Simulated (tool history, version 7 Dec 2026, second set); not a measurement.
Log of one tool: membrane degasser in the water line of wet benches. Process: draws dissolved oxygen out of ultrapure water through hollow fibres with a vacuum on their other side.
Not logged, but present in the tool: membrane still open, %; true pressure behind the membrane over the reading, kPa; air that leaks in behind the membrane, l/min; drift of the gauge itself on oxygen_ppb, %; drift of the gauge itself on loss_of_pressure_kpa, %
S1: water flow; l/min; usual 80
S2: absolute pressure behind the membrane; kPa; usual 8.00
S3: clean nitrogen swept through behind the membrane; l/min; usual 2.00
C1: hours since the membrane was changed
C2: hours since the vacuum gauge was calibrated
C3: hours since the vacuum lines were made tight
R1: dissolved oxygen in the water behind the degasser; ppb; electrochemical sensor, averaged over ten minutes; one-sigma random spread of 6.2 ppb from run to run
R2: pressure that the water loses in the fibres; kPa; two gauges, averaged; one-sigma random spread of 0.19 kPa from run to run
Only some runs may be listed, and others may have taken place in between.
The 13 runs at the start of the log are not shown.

| run | day | S1 | S2 | S3 | C1 | C2 | C3 | R1 | R2 |
|---|---|---|---|---|---|---|---|---|---|
| 14 | 37.358 | 80 | 8.40 | 2.00 | 2176 | 4691 | 7287 | 657.2 | 41.53 |
|  | 39.121 | seals of the vacuum lines changed |
| 15 | 40.538 | 80 | 8.40 | 2.00 | 2251 | 4766 | 34 | 649.9 | 41.77 |
| 16 | 43.446 | 80 | 8.40 | 2.00 | 2320 | 4835 | 104 | 643.2 | 41.31 |
|  | 46.588 | vacuum gauge calibrated |
| 17 | 47.179 | 58 | 6.47 | 2.35 | 2409 | 14 | 193 | 340.7 | 30.06 |
| 18 | 50.154 | 58 | 6.47 | 2.35 | 2481 | 86 | 264 | 336.6 | 30.35 |
| 19 | 53.296 | 79 | 17.64 | 0.89 | 2556 | 161 | 340 | 1933.0 | 41.22 |
| 20 | 56.083 | 120 | 5.78 | 3.42 | 2623 | 228 | 407 | 610.7 | 62.98 |
| 21 | 58.192 | 66 | 9.97 | 0.89 | 2674 | 278 | 457 | 988.4 | 34.25 |
| 22 | 60.033 | 49 | 8.00 | 2.30 | 2718 | 323 | 501 | 354.9 | 25.50 |
| 23 | 63.562 | 74 | 13.45 | 2.00 | 2803 | 407 | 586 | 914.8 | 38.64 |
| 24 | 65.242 | 74 | 13.45 | 2.00 | 2843 | 448 | 626 | 932.7 | 38.63 |
| 25 | 68.283 | 75 | 11.95 | 3.91 | 2916 | 521 | 699 | 595.9 | 39.39 |
| 26 | 70.058 | 75 | 11.95 | 3.91 | 2959 | 563 | 742 | 587.5 | 39.41 |
| 27 | 72.962 | 75 | 14.27 | 3.91 | 3028 | 633 | 812 | 675.5 | 39.13 |
| 28 | 76.746 | 105 | 7.24 | 1.00 | 3119 | 724 | 902 | 940.4 | 54.99 |
| 29 | 79.975 | 105 | 7.24 | 1.00 | 3197 | 801 | 980 | 924.7 | 55.43 |
| 30 | 83.317 | 70 | 7.24 | 1.00 | 3277 | 881 | 1060 | 667.3 | 36.82 |
| 31 | 85.300 | 78 | 5.64 | 2.00 | 3324 | 929 | 1108 | 433.5 | 40.98 |

Consider 4 possible next runs. They are alternatives, not a sequence: every one starts from the tool as it was left by run 31. What does each give?
| A | 88.488 | 80 | 17.60 | 4.98 | 3401 | 1006 | 1184 | ? | ? |
| B | 88.488 | 78 | 8.00 | 2.00 | 3401 | 1006 | 1184 | ? | ? |
| C | 88.488 | 73 | 6.22 | 2.44 | 3401 | 1006 | 1184 | ? | ? |
| D | 88.488 | 78 | 6.16 | 0.84 | 3401 | 1006 | 1184 | ? | ? |

| run | R1 | R2 |
|---|---|---|
| A | 731.0 | 42.29 |
| B | 615.0 | 40.93 |
| C | 422.1 | 38.27 |
| D | 660.7 | 41.28 |
What these runs would have given with no unlogged condition in the tool:
| run | R1 | R2 |
|---|---|---|
| A | 730.8 | 41.18 |
| B | 614.7 | 39.85 |
| C | 421.9 | 37.26 |
| D | 660.4 | 40.19 |
